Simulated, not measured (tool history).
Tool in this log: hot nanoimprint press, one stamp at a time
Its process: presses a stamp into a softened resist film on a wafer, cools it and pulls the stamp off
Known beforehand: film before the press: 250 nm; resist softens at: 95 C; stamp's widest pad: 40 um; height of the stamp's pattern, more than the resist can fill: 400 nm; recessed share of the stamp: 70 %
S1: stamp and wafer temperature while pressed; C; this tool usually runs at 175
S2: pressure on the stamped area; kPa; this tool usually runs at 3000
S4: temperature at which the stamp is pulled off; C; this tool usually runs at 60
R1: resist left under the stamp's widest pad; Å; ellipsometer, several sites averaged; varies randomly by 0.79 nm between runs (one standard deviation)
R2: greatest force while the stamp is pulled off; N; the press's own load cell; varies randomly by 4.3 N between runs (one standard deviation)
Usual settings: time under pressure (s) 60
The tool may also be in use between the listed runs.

{"run": 1, "hour": 0.0, "S1": 175, "S2": 3000, "time under pressure (s)": 60, "S4": 60, "R1": 1012, "R2": 215}
{"run": 2, "hour": 11.7, "S1": 175, "S2": 3000, "time under pressure (s)": 60, "S4": 60, "R1": 1020, "R2": 222}
{"run": 3, "hour": 22.7, "S1": 175, "S2": 3000, "time under pressure (s)": 60, "S4": 67, "R1": 1007, "R2": 177}
{"run": 4, "hour": 30.6, "S1": 175, "S2": 3000, "time under pressure (s)": 60, "S4": 67, "R1": 1017, "R2": 178}
{"run": 5, "hour": 38.6, "S1": 175, "S2": 3000, "time under pressure (s)": 60, "S4": 67, "R1": 997, "R2": 180}
{"run": 6, "hour": 46.7, "S1": 175, "S2": 3000, "time under pressure (s)": 60, "S4": 67, "R1": 1039, "R2": 176}
{"run": 7, "hour": 57.0, "S1": 177, "S2": 2310, "time under pressure (s)": 60, "S4": 53, "R1": 1025, "R2": 268}
{"run": 8, "hour": 63.5, "S1": 177, "S2": 2310, "time under pressure (s)": 60, "S4": 53, "R1": 1019, "R2": 271}
{"run": 9, "hour": 70.5, "S1": 177, "S2": 2310, "time under pressure (s)": 60, "S4": 53, "R1": 1021, "R2": 272}
{"run": 10, "hour": 76.1, "S1": 177, "S2": 2310, "time under pressure (s)": 60, "S4": 53, "R1": 1018, "R2": 273}
{"run": 11, "hour": 86.9, "S1": 181, "S2": 3250, "time under pressure (s)": 41, "S4": 57, "R1": 867, "R2": 245}
{"run": 12, "hour": 96.3, "S1": 182, "S2": 4580, "time under pressure (s)": 108, "S4": 49, "R1": 447, "R2": 310}

Measured minus without-hidden-state, run by run (identical run-to-run variation in each term; gauge scatter may differ):
The tool's hidden condition here consists of: true temperature over the reading, C; pressure that arrives at the usual setting, %; grip of the stamp's worn release coat, % over a new coat's; drift of the gauge itself on residual_nm, %; drift of the gauge itself on pull_off_n, %.
run=1 R1=-10 R2=+10
run=2 R1=-11 R2=+11
run=3 R1=-13 R2=+9
run=4 R1=-13 R2=+10
run=5 R1=-14 R2=+10
run=6 R1=-15 R2=+10
run=7 R1=-16 R2=+17
run=8 R1=-18 R2=+18
run=9 R1=-19 R2=+18
run=10 R1=-18 R2=+19
run=11 R1=-16 R2=+17
run=12 R1=-8 R2=+24
